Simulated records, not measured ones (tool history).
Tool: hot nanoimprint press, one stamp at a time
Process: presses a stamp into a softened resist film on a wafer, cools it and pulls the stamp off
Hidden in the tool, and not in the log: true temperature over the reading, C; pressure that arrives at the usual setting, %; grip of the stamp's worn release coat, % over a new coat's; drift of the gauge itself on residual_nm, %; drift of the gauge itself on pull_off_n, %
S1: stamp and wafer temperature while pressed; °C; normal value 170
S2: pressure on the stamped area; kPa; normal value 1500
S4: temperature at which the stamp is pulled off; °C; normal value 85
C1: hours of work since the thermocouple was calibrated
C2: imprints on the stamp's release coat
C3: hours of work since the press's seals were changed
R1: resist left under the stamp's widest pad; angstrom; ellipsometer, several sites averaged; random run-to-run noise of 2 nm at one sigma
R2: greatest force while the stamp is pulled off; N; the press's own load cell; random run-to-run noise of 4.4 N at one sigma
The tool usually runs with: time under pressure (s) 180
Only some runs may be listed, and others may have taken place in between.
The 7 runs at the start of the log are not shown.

Run 8, hour 46.1: usual settings but S4 88 °C; C1 455; C2 1049; C3 316. Result: R1 3073 angstrom, R2 243 N.
At hour 49.8: plate thermocouple calibrated.
Run 9, hour 56.5: usual settings but S4 88 °C; C1 5; C2 1085; C3 322. Result: R1 3067 angstrom, R2 231 N.
Run 10, hour 66.8: usual settings but time under pressure (s) 134; C1 13; C2 1136; C3 329. Result: R1 3376 angstrom, R2 259 N.
Run 11, hour 77.2: usual settings but S2 940 kPa, time under pressure (s) 134; C1 21; C2 1188; C3 337. Result: R1 4172 angstrom, R2 259 N.
Run 12, hour 87.1: usual settings; C1 29; C2 1237; C3 345. Result: R1 3022 angstrom, R2 259 N.
Run 13, hour 91.5: usual settings but time under pressure (s) 99; C1 32; C2 1259; C3 348. Result: R1 3695 angstrom, R2 264 N.
Run 14, hour 96.9: usual settings but S2 1230 kPa, time under pressure (s) 99; C1 36; C2 1285; C3 352. Result: R1 4080 angstrom, R2 258 N.
At hour 101.7: plate thermocouple calibrated, once more.
Run 15, hour 107.8: usual settings; C1 5; C2 1325; C3 358. Result: R1 3180 angstrom, R2 267 N.
Run 16, hour 114.5: usual settings but S1 181 °C, S2 1320 kPa, time under pressure (s) 213, S4 83 °C; C1 10; C2 1358; C3 364. Result: R1 1695 angstrom, R2 294 N.
Run 17, hour 122.8: usual settings but S1 159 °C, S2 970 kPa; C1 16; C2 1399; C3 370. Result: R1 6168 angstrom, R2 273 N.
Run 18, hour 130.1: usual settings but S1 159 °C, S2 970 kPa, S4 88 °C; C1 22; C2 1435; C3 375. Result: R1 6148 angstrom, R2 256 N.
Run 19, hour 140.5: usual settings but S1 159 °C, S2 970 kPa, S4 88 °C; C1 30; C2 1486; C3 383. Result: R1 6043 angstrom, R2 259 N.
Run 20, hour 146.9: usual settings but S1 159 °C, S2 970 kPa, S4 88 °C; C1 35; C2 1518; C3 388. Result: R1 6046 angstrom, R2 256 N.

Run 21 is up next; what results do you expect?
Run 21, hour 156.9: usual settings but S1 163 °C, S4 73 °C; C1 42; C2 1568; C3 396. Result: R1 ?, R2 ?.

Run 21 measured R1 4716 angstrom, R2 381 N.
Had the tool carried no hidden state, the very same run would have given R1 4701 angstrom, R2 287 N.

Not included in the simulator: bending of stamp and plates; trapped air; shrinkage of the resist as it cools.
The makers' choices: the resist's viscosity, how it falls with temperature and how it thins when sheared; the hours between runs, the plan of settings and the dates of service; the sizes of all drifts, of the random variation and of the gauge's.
